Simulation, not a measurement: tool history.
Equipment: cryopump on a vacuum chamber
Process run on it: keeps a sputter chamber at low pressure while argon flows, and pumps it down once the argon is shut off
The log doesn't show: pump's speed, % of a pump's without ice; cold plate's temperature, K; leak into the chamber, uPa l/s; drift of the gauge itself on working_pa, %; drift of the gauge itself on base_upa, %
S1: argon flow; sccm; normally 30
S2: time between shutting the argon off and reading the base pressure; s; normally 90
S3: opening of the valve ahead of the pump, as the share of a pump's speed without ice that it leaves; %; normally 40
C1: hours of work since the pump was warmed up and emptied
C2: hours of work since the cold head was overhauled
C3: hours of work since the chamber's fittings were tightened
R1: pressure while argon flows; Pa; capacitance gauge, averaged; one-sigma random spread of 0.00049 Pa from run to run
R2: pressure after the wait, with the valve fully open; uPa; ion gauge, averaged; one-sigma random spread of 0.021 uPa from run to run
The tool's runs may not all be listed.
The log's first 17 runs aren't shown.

run,hour,S1,S2,S3,C1,C2,C3,R1,R2
18,724.5,17,90,40,80,1209,1283,0.0291,1.01
19,769.8,39,90,40,119,1248,1322,0.0672,1.00
20,831.5,30,23,18,173,1301,1375,0.1138,1.91
21,884.3,19,36,40,219,1347,1421,0.0335,1.49
22,911.8,29,90,18,242,1371,1445,0.1096,1.09
23,945.1,29,53,40,271,1400,1474,0.0510,1.30
24,989.4,30,194,40,310,1438,1512,0.0528,0.92
25,1026.4,30,57,40,342,1470,1544,0.0522,1.30
26,1076.9,53,140,40,385,1514,1588,0.0950,1.08
27,1113.2,53,140,40,417,1546,1620,0.0952,1.10
28,1143.7,30,90,28,443,1572,1646,0.0757,1.20
29,1185.5,30,90,28,480,1608,1682,0.0761,1.20

Run 30 comes next. What will it give?
30,1215.8,30,90,28,506,1634,1708,?,?

Run 30 gave R1 0.0766 Pa, R2 1.27 uPa.
With the hidden condition absent and the run-to-run variation left alone, this run would have shown R1 0.0731 Pa, R2 0.44 uPa.
